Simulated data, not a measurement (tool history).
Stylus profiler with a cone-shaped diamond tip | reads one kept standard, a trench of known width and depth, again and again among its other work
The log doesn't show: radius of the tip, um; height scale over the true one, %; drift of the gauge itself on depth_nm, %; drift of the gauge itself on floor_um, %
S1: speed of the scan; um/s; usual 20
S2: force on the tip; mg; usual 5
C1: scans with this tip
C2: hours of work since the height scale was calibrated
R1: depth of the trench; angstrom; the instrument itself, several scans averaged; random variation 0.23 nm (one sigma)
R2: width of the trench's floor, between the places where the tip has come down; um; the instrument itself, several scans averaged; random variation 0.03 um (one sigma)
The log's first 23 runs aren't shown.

run,hour,S1,S2,C1,C2,R1,R2
24,724.3,12,5.35,5656,403,10257.1,25.5
25,761.2,42,5,5910,421,10244.8,25.43
26,789.2,13,5,6103,435,10244.8,25.43
27,808.2,8,7.03,6233,444,10311,25.47
28,835.4,5,4.35,6420,458,10222.2,25.47
29,870.7,5,4.35,6662,475,10227.7,25.4
30,912.3,5,4.35,6949,495,10222.4,25.43
31,943,24,3.67,7160,511,10201.4,25.35
32,963,35,3.15,7297,520,10176.5,25.23
33,1003.1,35,3.15,7572,540,10172.8,25.17
34,1037.1,19,2.44,7806,557,10150.4,25.27
35,1063.1,7,1.83,7985,569,10121.2,25.27
36,1087.1,34,5.54,8150,581,10264,25.18
37,1125.4,34,5.54,8414,600,10261.1,25.2
38,1143.8,18,12.82,8540,609,10466.8,25.27
39,1180.8,9,10.64,8795,627,10409.7,25.27

3 ways to go on from here, each from the tool as it stands after run 39. What would each give?
A,1219.9,9,6.11,9063,646,?,?
B,1219.9,5,6.4,9063,646,?,?
C,1219.9,20,6.4,9063,646,?,?

run,R1,R2
A,10280.4,25.21
B,10285.3,25.24
C,10288.9,25.22
Without the tool's hidden state the same runs would have given:
run,R1,R2
A,10290.2,25.98
B,10295.2,26
C,10298.7,25.99
